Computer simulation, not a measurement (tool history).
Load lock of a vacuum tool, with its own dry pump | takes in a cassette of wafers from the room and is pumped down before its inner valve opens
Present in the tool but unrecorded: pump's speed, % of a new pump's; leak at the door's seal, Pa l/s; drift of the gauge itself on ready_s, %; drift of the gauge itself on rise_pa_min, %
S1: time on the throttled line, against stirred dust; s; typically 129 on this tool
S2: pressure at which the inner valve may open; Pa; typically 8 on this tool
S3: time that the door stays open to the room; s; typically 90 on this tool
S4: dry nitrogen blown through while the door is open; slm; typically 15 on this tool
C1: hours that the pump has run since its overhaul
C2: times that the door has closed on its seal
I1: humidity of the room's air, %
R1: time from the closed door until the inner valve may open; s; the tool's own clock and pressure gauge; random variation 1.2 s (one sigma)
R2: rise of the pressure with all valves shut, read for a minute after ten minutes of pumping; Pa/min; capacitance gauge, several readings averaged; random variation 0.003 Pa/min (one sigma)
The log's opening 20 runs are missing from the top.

| run | day | S1 | S2 | S3 | S4 | C1 | C2 | I1 | R1 | R2 |
|---|---|---|---|---|---|---|---|---|---|---|
| 21 | 65.258 | 188 | 11 | 44 | 41 | 151 | 5238 | 44.4 | 269.0 | 0.008 |
| 22 | 69.558 | 188 | 11 | 44 | 41 | 255 | 5345 | 48.9 | 272.1 | 0.014 |
| 23 | 72.104 | 123 | 7 | 39 | 29 | 316 | 5409 | 44.7 | 221.5 | 0.013 |
| 24 | 76.154 | 123 | 7 | 39 | 29 | 413 | 5510 | 47.3 | 221.7 | 0.008 |
| 25 | 77.967 | 227 | 7 | 129 | 8 | 456 | 5556 | 47.1 | 313.3 | 0.044 |
| 26 | 81.238 | 129 | 13 | 44 | 15 | 535 | 5638 | 43.6 | 220.1 | 0.013 |
| 27 | 85.608 | 129 | 13 | 44 | 15 | 640 | 5747 | 43.0 | 218.1 | 0.014 |
| 28 | 87.596 | 129 | 13 | 44 | 13 | 687 | 5797 | 44.9 | 219.8 | 0.019 |
| 29 | 90.550 | 233 | 15 | 142 | 8 | 758 | 5871 | 47.0 | 304.3 | 0.042 |
| 30 | 93.912 | 233 | 15 | 142 | 8 | 839 | 5955 | 44.7 | 304.8 | 0.038 |
| 31 | 97.538 | 233 | 15 | 142 | 8 | 926 | 6046 | 46.0 | 308.3 | 0.042 |
| 32 | 100.133 | 233 | 15 | 142 | 8 | 988 | 6111 | 48.5 | 307.0 | 0.037 |
| 33 | 102.308 | 110 | 7 | 55 | 10 | 1041 | 6165 | 45.5 | 211.1 | 0.023 |
| 34 | 105.362 | 205 | 7 | 186 | 40 | 1114 | 6242 | 44.9 | 291.7 | 0.017 |
| 35 | 109.596 | 71 | 11 | 53 | 7 | 1215 | 6347 | 46.8 | 172.4 | 0.022 |
| 36 | 112.904 | 71 | 11 | 53 | 7 | 1295 | 6430 | 41.5 | 170.5 | 0.014 |
| 37 | 114.933 | 129 | 10 | 90 | 4 | 1344 | 6481 | 49.3 | 223.8 | 0.043 |

Forecast each of these 4 alternatives for the next run:
| A | 117.029 | 129 | 12 | 231 | 4 | 1394 | 6534 | 45.8 | ? | ? |
| B | 117.029 | 165 | 10 | 90 | 4 | 1394 | 6534 | 44.7 | ? | ? |
| C | 117.029 | 129 | 11 | 90 | 15 | 1394 | 6534 | 43.0 | ? | ? |
| D | 117.029 | 129 | 7 | 90 | 6 | 1394 | 6534 | 44.3 | ? | ? |

| run | R1 | R2 |
|---|---|---|
| A | 220.4 | 0.061 |
| B | 251.8 | 0.033 |
| C | 221.4 | 0.024 |
| D | 225.0 | 0.029 |
The same runs, with their run-to-run variation unchanged, on a tool lacking any hidden condition would have given:
| run | R1 | R2 |
|---|---|---|
| A | 220.4 | 0.061 |
| B | 251.8 | 0.032 |
| C | 221.4 | 0.024 |
| D | 225.0 | 0.029 |
